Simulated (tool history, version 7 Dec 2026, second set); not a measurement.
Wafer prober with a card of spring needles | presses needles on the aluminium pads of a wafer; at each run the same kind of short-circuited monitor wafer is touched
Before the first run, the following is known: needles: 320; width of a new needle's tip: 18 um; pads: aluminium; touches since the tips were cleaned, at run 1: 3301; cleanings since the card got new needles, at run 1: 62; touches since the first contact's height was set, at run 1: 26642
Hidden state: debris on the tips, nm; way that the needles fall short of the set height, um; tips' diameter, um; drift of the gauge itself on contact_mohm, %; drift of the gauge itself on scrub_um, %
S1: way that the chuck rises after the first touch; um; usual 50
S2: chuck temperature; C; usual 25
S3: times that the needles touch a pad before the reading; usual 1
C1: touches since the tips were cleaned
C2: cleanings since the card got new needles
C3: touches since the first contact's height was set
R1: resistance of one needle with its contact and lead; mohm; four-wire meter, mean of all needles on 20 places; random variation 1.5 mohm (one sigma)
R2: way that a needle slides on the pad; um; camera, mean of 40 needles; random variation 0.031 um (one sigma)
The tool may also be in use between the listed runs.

| run | hour | S1 | S2 | S3 | C1 | C2 | C3 | R1 | R2 |
|---|---|---|---|---|---|---|---|---|---|
| 1 | 0 | 50 | 25 | 1 | 3301 | 62 | 26642 | 137 | 13.05 |
|  | 5.4 | tips cleaned on abrasive film |
| 2 | 14.1 | 50 | 25 | 1 | 4757 | 63 | 34320 | 134 | 13.03 |
|  | 16.8 | tips cleaned on abrasive film |
|  | 28.6 | tips cleaned on abrasive film |
| 3 | 31.8 | 50 | 25 | 2 | 1750 | 65 | 43934 | 136 | 12.99 |
|  | 39.9 | tips cleaned on abrasive film |
| 4 | 42.2 | 50 | 25 | 1 | 1269 | 66 | 49601 | 138 | 13.06 |
|  | 51.4 | tips cleaned on abrasive film |
| 5 | 54.6 | 50 | 106 | 1 | 1726 | 67 | 56308 | 149 | 13 |
|  | 62.3 | tips cleaned on abrasive film |
| 6 | 64.1 | 50 | 106 | 1 | 1013 | 68 | 61508 | 151 | 13.01 |
|  | 73.3 | tips cleaned on abrasive film |
| 7 | 80.8 | 50 | 106 | 1 | 4141 | 69 | 70613 | 151 | 12.95 |
|  | 84 | tips cleaned on abrasive film |
|  | 95.9 | tips cleaned on abrasive film |
| 8 | 99.6 | 50 | 25 | 1 | 2020 | 71 | 80817 | 136 | 12.98 |
|  | 106.9 | tips cleaned on abrasive film |
| 9 | 116.1 | 50 | 25 | 1 | 5054 | 72 | 89821 | 138 | 13.04 |
|  | 117.7 | tips cleaned on abrasive film |
|  | 128.7 | tips cleaned on abrasive film |
|  | 134.9 | height of the first contact set anew |
| 10 | 134.9 | 50 | 25 | 1 | 3220 | 74 | 0 | 133 | 13.01 |
|  | 141.4 | tips cleaned on abrasive film |
|  | 152.2 | tips cleaned on abrasive film |
| 11 | 152.4 | 50 | 25 | 1 | 87 | 76 | 9498 | 135 | 12.94 |
|  | 163.1 | tips cleaned on abrasive film |
| 12 | 169 | 50 | 56 | 1 | 3225 | 77 | 18531 | 140 | 12.96 |
|  | 175.1 | tips cleaned on abrasive film |
|  | 186.3 | tips cleaned on abrasive film |
| 13 | 186.3 | 50 | 56 | 1 | 0 | 79 | 27952 | 141 | 12.98 |
|  | 197.4 | tips cleaned on abrasive film |
| 14 | 198.3 | 50 | 56 | 1 | 485 | 80 | 34450 | 144 | 12.99 |
|  | 208.8 | tips cleaned on abrasive film |
| 15 | 218.8 | 50 | 56 | 1 | 5517 | 81 | 45664 | 140 | 12.93 |
|  | 219.8 | tips cleaned on abrasive film |
| 16 | 228.9 | 50 | 56 | 1 | 5023 | 82 | 51174 | 144 | 12.94 |
|  | 231.2 | tips cleaned on abrasive film |
| 17 | 240.2 | 34 | 72 | 1 | 4933 | 83 | 57267 | 156 | 8.77 |
|  | 242.4 | tips cleaned on abrasive film |
| 18 | 250.8 | 37 | 67 | 1 | 4613 | 84 | 63060 | 153 | 9.54 |
|  | 253.9 | tips cleaned on abrasive film |
|  | 265.7 | tips cleaned on abrasive film |
| 19 | 269.2 | 60 | 34 | 1 | 1931 | 86 | 73045 | 133 | 15.48 |
|  | 276.6 | tips cleaned on abrasive film |
|  | 288 | tips cleaned on abrasive film |
| 20 | 288 | 32 | 52 | 1 | 0 | 88 | 83268 | 152 | 8.22 |
| 21 | 296.4 | 50 | 25 | 1 | 4564 | 88 | 87832 | 136 | 12.85 |
|  | 299.3 | tips cleaned on abrasive film |
|  | 310.1 | tips cleaned on abrasive film |
| 22 | 311.3 | 50 | 25 | 1 | 684 | 90 | 95946 | 134 | 12.88 |
|  | 318.4 | height of the first contact set anew |
|  | 322 | tips cleaned on abrasive film |
| 23 | 327.4 | 50 | 25 | 1 | 2949 | 91 | 4905 | 138 | 12.93 |
|  | 334.1 | tips cleaned on abrasive film |
| 24 | 337.1 | 37 | 98 | 1 | 1644 | 92 | 10172 | 155 | 9.54 |
|  | 345.3 | tips cleaned on abrasive film |
| 25 | 345.8 | 60 | 92 | 1 | 254 | 93 | 14869 | 143 | 15.4 |
|  | 356.2 | tips cleaned on abrasive film |
| 26 | 362.4 | 60 | 92 | 1 | 3403 | 94 | 23934 | 145 | 15.37 |
|  | 367.7 | tips cleaned on abrasive film |
| 27 | 372.9 | 50 | 123 | 3 | 2884 | 95 | 29656 | 152 | 12.84 |
|  | 378.8 | tips cleaned on abrasive film |
| 28 | 381.8 | 67 | 41 | 2 | 1611 | 96 | 34465 | 135 | 17.16 |
|  | 390.1 | tips cleaned on abrasive film |
|  | 401 | tips cleaned on abrasive film |
| 29 | 402.7 | 36 | 25 | 2 | 957 | 98 | 45844 | 143 | 9.16 |
|  | 412.7 | tips cleaned on abrasive film |
| 30 | 415.7 | 36 | 25 | 2 | 1665 | 99 | 52925 | 141 | 9.15 |
|  | 424.5 | tips cleaned on abrasive film |
| 31 | 432.5 | 62 | 27 | 1 | 4407 | 100 | 62078 | 133 | 15.85 |
|  | 436 | tips cleaned on abrasive film |
| 32 | 445.7 | 63 | 61 | 1 | 5293 | 101 | 69252 | 137 | 16.1 |

Hidden state at the last listed run before each entry between runs and at the first one after, where it differs:
Between runs 1 and 2: tips cleaned on abrasive film (hour 5.4)
  debris on the tips, nm: 0.1 -> 0.2; drift of the gauge itself on scrub_um, %: 0 -> -0.06
  measured value less the no-hidden-state value, R2: +0 -> -0.01 um
Between runs 2 and 3: tips cleaned on abrasive film (hour 16.8); tips cleaned on abrasive film (hour 28.6)
  debris on the tips, nm: 0.2 -> 0.1; drift of the gauge itself on scrub_um, %: -0.06 -> -0.15
  measured value less the no-hidden-state value, R2: -0.01 -> -0.02 um
Between runs 3 and 4: tips cleaned on abrasive film (hour 39.9)
  drift of the gauge itself on scrub_um, %: -0.15 -> -0.19
  measured value less the no-hidden-state value, R2: -0.02 -> -0.03 um
Between runs 4 and 5: tips cleaned on abrasive film (hour 51.4)
  drift of the gauge itself on scrub_um, %: -0.19 -> -0.25
  measured value less the no-hidden-state value, R2: -0.03 -> -0.03 um
Between runs 5 and 6: tips cleaned on abrasive film (hour 62.3)
  drift of the gauge itself on scrub_um, %: -0.25 -> -0.29
  measured value less the no-hidden-state value, R2: -0.03 -> -0.04 um
Between runs 6 and 7: tips cleaned on abrasive film (hour 73.3)
  debris on the tips, nm: 0.1 -> 0.2; drift of the gauge itself on scrub_um, %: -0.29 -> -0.37
  measured value less the no-hidden-state value, R2: -0.04 -> -0.05 um
Between runs 7 and 8: tips cleaned on abrasive film (hour 84); tips cleaned on abrasive film (hour 95.9)
  debris on the tips, nm: 0.2 -> 0.1; drift of the gauge itself on scrub_um, %: -0.37 -> -0.46
  measured value less the no-hidden-state value, R2: -0.05 -> -0.06 um
Between runs 8 and 9: tips cleaned on abrasive film (hour 106.9)
  debris on the tips, nm: 0.1 -> 0.2; drift of the gauge itself on scrub_um, %: -0.46 -> -0.53
  measured value less the no-hidden-state value, R2: -0.06 -> -0.07 um
Between runs 9 and 10: tips cleaned on abrasive film (hour 117.7); tips cleaned on abrasive film (hour 128.7); height of the first contact set anew (hour 134.9)
  debris on the tips, nm: 0.2 -> 0.1; drift of the gauge itself on scrub_um, %: -0.53 -> -0.62
  measured value less the no-hidden-state value, R2: -0.07 -> -0.08 um
Between runs 10 and 11: tips cleaned on abrasive film (hour 141.4); tips cleaned on abrasive film (hour 152.2)
  debris on the tips, nm: 0.1 -> 0; drift of the gauge itself on scrub_um, %: -0.62 -> -0.7
  measured value less the no-hidden-state value, R2: -0.08 -> -0.1 um
Between runs 11 and 12: tips cleaned on abrasive film (hour 163.1)
  debris on the tips, nm: 0 -> 0.1; drift of the gauge itself on scrub_um, %: -0.7 -> -0.78
  measured value less the no-hidden-state value, R2: -0.1 -> -0.1 um
Between runs 12 and 13: tips cleaned on abrasive film (hour 175.1); tips cleaned on abrasive film (hour 186.3)
  debris on the tips, nm: 0.1 -> 0; drift of the gauge itself on scrub_um, %: -0.78 -> -0.86
  measured value less the no-hidden-state value, R2: -0.1 -> -0.11 um
Between runs 13 and 14: tips cleaned on abrasive film (hour 197.4)
  drift of the gauge itself on scrub_um, %: -0.86 -> -0.91
  measured value less the no-hidden-state value, R2: -0.11 -> -0.12 um
Between runs 14 and 15: tips cleaned on abrasive film (hour 208.8)
  debris on the tips, nm: 0 -> 0.2; drift of the gauge itself on scrub_um, %: -0.91 -> -1.01
  measured value less the no-hidden-state value, R2: -0.12 -> -0.13 um
Between runs 15 and 16: tips cleaned on abrasive film (hour 219.8)
  drift of the gauge itself on scrub_um, %: -1.01 -> -1.05
  measured value less the no-hidden-state value, R2: -0.13 -> -0.14 um
Between runs 16 and 17: tips cleaned on abrasive film (hour 231.2)
  drift of the gauge itself on scrub_um, %: -1.05 -> -1.1
  measured value less the no-hidden-state value, R2: -0.14 -> -0.1 um
Between runs 17 and 18: tips cleaned on abrasive film (hour 242.4)
  drift of the gauge itself on scrub_um, %: -1.1 -> -1.15
  measured value less the no-hidden-state value, R2: -0.1 -> -0.11 um
Between runs 18 and 19: tips cleaned on abrasive film (hour 253.9); tips cleaned on abrasive film (hour 265.7)
  debris on the tips, nm: 0.2 -> 0.1; drift of the gauge itself on scrub_um, %: -1.15 -> -1.24
  measured value less the no-hidden-state value, R2: -0.11 -> -0.19 um
Between runs 19 and 20: tips cleaned on abrasive film (hour 276.6); tips cleaned on abrasive film (hour 288)
  debris on the tips, nm: 0.1 -> 0; drift of the gauge itself on scrub_um, %: -1.24 -> -1.32
  measured value less the no-hidden-state value, R2: -0.19 -> -0.11 um
Between runs 21 and 22: tips cleaned on abrasive film (hour 299.3); tips cleaned on abrasive film (hour 310.1)
  debris on the tips, nm: 0.2 -> 0.1; drift of the gauge itself on scrub_um, %: -1.36 -> -1.43
  measured value less the no-hidden-state value, R2: -0.18 -> -0.18 um
Between runs 22 and 23: height of the first contact set anew (hour 318.4); tips cleaned on abrasive film (hour 322)
  drift of the gauge itself on scrub_um, %: -1.43 -> -1.5
  measured value less the no-hidden-state value, R2: -0.18 -> -0.19 um
Between runs 23 and 24: tips cleaned on abrasive film (hour 334.1)
  drift of the gauge itself on scrub_um, %: -1.5 -> -1.55
  measured value less the no-hidden-state value, R2: -0.19 -> -0.15 um
Between runs 24 and 25: tips cleaned on abrasive film (hour 345.3)
  debris on the tips, nm: 0.1 -> 0; drift of the gauge itself on scrub_um, %: -1.55 -> -1.59
  measured value less the no-hidden-state value, R2: -0.15 -> -0.25 um
Between runs 25 and 26: tips cleaned on abrasive film (hour 356.2)
  debris on the tips, nm: 0 -> 0.1; drift of the gauge itself on scrub_um, %: -1.59 -> -1.66
  measured value less the no-hidden-state value, R2: -0.25 -> -0.26 um
Between runs 26 and 27: tips cleaned on abrasive film (hour 367.7)
  drift of the gauge itself on scrub_um, %: -1.66 -> -1.71
  measured value less the no-hidden-state value, R2: -0.26 -> -0.22 um
Between runs 27 and 28: tips cleaned on abrasive film (hour 378.8)
  drift of the gauge itself on scrub_um, %: -1.71 -> -1.75
  measured value less the no-hidden-state value, R2: -0.22 -> -0.31 um
Between runs 28 and 29: tips cleaned on abrasive film (hour 390.1); tips cleaned on abrasive film (hour 401)
  drift of the gauge itself on scrub_um, %: -1.75 -> -1.85
  measured value less the no-hidden-state value, R2: -0.31 -> -0.18 um
Between runs 29 and 30: tips cleaned on abrasive film (hour 412.7)
  drift of the gauge itself on scrub_um, %: -1.85 -> -1.91
  measured value less the no-hidden-state value, R2: -0.18 -> -0.18 um
Between runs 30 and 31: tips cleaned on abrasive film (hour 424.5)
  debris on the tips, nm: 0.1 -> 0.2; drift of the gauge itself on scrub_um, %: -1.91 -> -1.99
  measured value less the no-hidden-state value, R2: -0.18 -> -0.32 um
Between runs 31 and 32: tips cleaned on abrasive film (hour 436)
  drift of the gauge itself on scrub_um, %: -1.99 -> -2.05
  measured value less the no-hidden-state value, R2: -0.32 -> -0.33 um
